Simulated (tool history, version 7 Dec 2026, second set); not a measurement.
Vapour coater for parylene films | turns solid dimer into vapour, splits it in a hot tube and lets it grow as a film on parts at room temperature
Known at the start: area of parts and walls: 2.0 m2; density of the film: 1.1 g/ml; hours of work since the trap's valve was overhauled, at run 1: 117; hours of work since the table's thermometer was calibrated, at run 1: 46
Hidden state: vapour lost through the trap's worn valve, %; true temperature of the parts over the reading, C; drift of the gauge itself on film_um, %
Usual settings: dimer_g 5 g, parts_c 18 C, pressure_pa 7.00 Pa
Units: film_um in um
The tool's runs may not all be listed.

run,day,dimer_g,parts_c,pressure_pa,hours of work since the trap's valve was overhauled,hours of work since the table's thermometer was calibrated,film_um
1,0.000,5,18,7.00,117,46,1.14
2,0.625,5,18,7.00,128,57,1.10
3,1.071,3,18,7.00,136,65,0.70
4,1.475,3,10,7.00,143,72,0.79
5,1.812,3,10,7.00,149,78,0.79
6,2.279,3,15,7.00,157,86,0.70
7,2.696,3,15,5.78,164,93,0.74
8,2.983,5,18,7.00,169,98,1.06
9,3.479,5,13,7.00,178,107,1.21
10,3.879,5,13,7.00,185,114,1.22
11,4.358,3,18,7.00,194,123,0.64
12,4.642,3,18,7.00,199,128,0.64
13,5.062,3,18,7.00,206,135,0.63
14,5.688,3,18,7.00,217,146,0.66
15,6.088,3,18,7.00,224,153,0.60
16,6.508,3,18,7.00,232,161,0.62
17,7.112,3,18,7.00,242,171,0.59
18,7.492,3,14,7.00,249,178,0.64
19,8.025,5,18,7.00,259,187,1.02
20,8.312,2,18,7.00,264,193,0.44
21,8.633,5,18,4.09,269,198,1.11
# day 9.079: trap's valve overhauled
22,9.196,5,18,4.09,2,205,1.01
23,9.538,5,18,4.01,8,211,1.04

The next listed run, before its measurement:
24,10.050,5,25,7.00,17,220,?

Run 24 gave film_um 0.77 um.
Without the tool's hidden state the same run would have given film_um 1.02 um.
